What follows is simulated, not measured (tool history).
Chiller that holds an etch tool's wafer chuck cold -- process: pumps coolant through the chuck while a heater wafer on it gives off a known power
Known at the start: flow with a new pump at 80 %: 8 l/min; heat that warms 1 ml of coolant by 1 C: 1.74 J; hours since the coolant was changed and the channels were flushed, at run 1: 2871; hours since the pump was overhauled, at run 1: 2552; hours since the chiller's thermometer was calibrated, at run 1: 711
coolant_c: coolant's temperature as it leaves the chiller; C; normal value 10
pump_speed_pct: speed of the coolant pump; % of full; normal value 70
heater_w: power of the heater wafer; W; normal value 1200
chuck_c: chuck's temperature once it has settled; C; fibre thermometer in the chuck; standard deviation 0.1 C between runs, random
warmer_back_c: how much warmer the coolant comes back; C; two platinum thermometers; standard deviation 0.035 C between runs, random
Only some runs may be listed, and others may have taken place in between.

run     day  coolant_c  pump_speed_pct  heater_w  hours since the coolant was changed and the channels were flushed  hours since the pump was overhauled  hours since the chiller's thermometer was calibrated  chuck_c  warmer_back_c
  1       0         10              70      1200                                                               2871                                 2552                                                   711     20.7           6.45
  2   2.238         10              70      1755                                                               2924                                 2606                                                   765       26            9.5
  3   4.662         10              70      1755                                                               2983                                 2664                                                   823       26           9.39
  4   7.633         10              87      1200                                                               3054                                 2735                                                   895     19.2           5.31
  5  12.238         10              71      1200                                                               3164                                 2846                                                  1005     20.8           6.46
  6  15.117         10              71      1200                                                               3233                                 2915                                                  1074     20.7           6.48
     16.096  -- coolant changed, channels flushed
  7  19.421         10              71      1200                                                                 80                                 3012                                                  1172     20.2           6.46
  8  21.892         10              70      1267                                                                139                                 3071                                                  1231       21           6.95
  9  24.404         10              70      1267                                                                199                                 3132                                                  1291     20.9           6.87
 10  27.871         10              70      1267                                                                283                                 3215                                                  1374       21           6.95
 11  30.588         10              70      1200                                                                348                                 3280                                                  1440     20.5           6.56
 12  32.833         10              70      1360                                                                402                                 3334                                                  1493     21.9            7.5
 13  36.112         10              70      1200                                                                480                                 3413                                                  1572     20.4           6.68
 14  39.675         10              70      1200                                                                566                                 3498                                                  1658     20.3            6.7
 15  42.667         10              70       890                                                                638                                 3570                                                  1730     17.7           4.97
 16  45.658         10              70       890                                                                710                                 3642                                                  1801     17.8           4.98
 17  49.983          2              64       890                                                                813                                 3746                                                  1905     10.2           5.47
 18  54.854         16              67      1672                                                                930                                 3862                                                  2022     31.4           9.86
 19   57.95         14              75       869                                                               1005                                 3937                                                  2096     20.8           4.63
 20  60.792          1              75      1166                                                               1073                                 4005                                                  2164     10.5           6.19
 21  63.725         10              78       964                                                               1143                                 4075                                                  2235     17.8            4.9
 22  68.458         10              74      1102                                                               1257                                 4189                                                  2349     19.2              6
 23  70.671          8              99      1200                                                               1310                                 4242                                                  2402     16.3           4.88
 24  74.275         15              70      1519                                                               1396                                 4328                                                  2488     28.8           8.78
 25  78.821          3              73      1519                                                               1505                                 4438                                                  2597     16.4           8.46
 26  82.846          3              73      1519                                                               1602                                 4534                                                  2694     16.2           8.45
 27    85.8         12              84      1519                                                               1673                                 4605                                                  2765     24.1           7.45
 28  88.433          8              66      1519                                                               1736                                 4668                                                  2828     22.4           9.37
 29  91.962          8              66      1519                                                               1821                                 4753                                                  2913     22.3           9.45
 30   95.75          8              66      1519                                                               1912                                 4844                                                  3003     22.7           9.44
 31  98.892          2              69      1689                                                               1987                                 4919                                                  3079     17.7          10.12

Selected run-to-run steps in chuck_c, each split into two signed amounts: the part the tool would show with no hidden state at all (from settings, incoming material and random variation), and the remainder, which goes to the hidden state together with any gauge scatter not common to the measured and the hidden-state-free results:
Hidden state at play: heat passed by the chuck's channels, % of clean ones'; flow at a given pump speed, % of a new pump's; coolant's true temperature over the reading, C; drift of the gauge itself on chuck_c, C; drift of the gauge itself on warmer_back_c, C.
Run 3 -> 4: pump_speed_pct 70 -> 87, heater_w 1755 -> 1200. chuck_c -6.8 C: hidden state -0.9, all else -5.9.
Run 17 -> 18: coolant_c 2 -> 16, pump_speed_pct 64 -> 67, heater_w 890 -> 1672. chuck_c +21.2 C: hidden state +0.9, all else +20.3.
Run 18 -> 19: coolant_c 16 -> 14, pump_speed_pct 67 -> 75, heater_w 1672 -> 869. chuck_c -10.6 C: hidden state -1, all else -9.6.
Run 23 -> 24: coolant_c 8 -> 15, pump_speed_pct 99 -> 70, heater_w 1200 -> 1519. chuck_c +12.5 C: hidden state +0.7, all else +11.8.
Run 24 -> 25: coolant_c 15 -> 3, pump_speed_pct 70 -> 73. chuck_c -12.4 C: hidden state +0.1, all else -12.5.
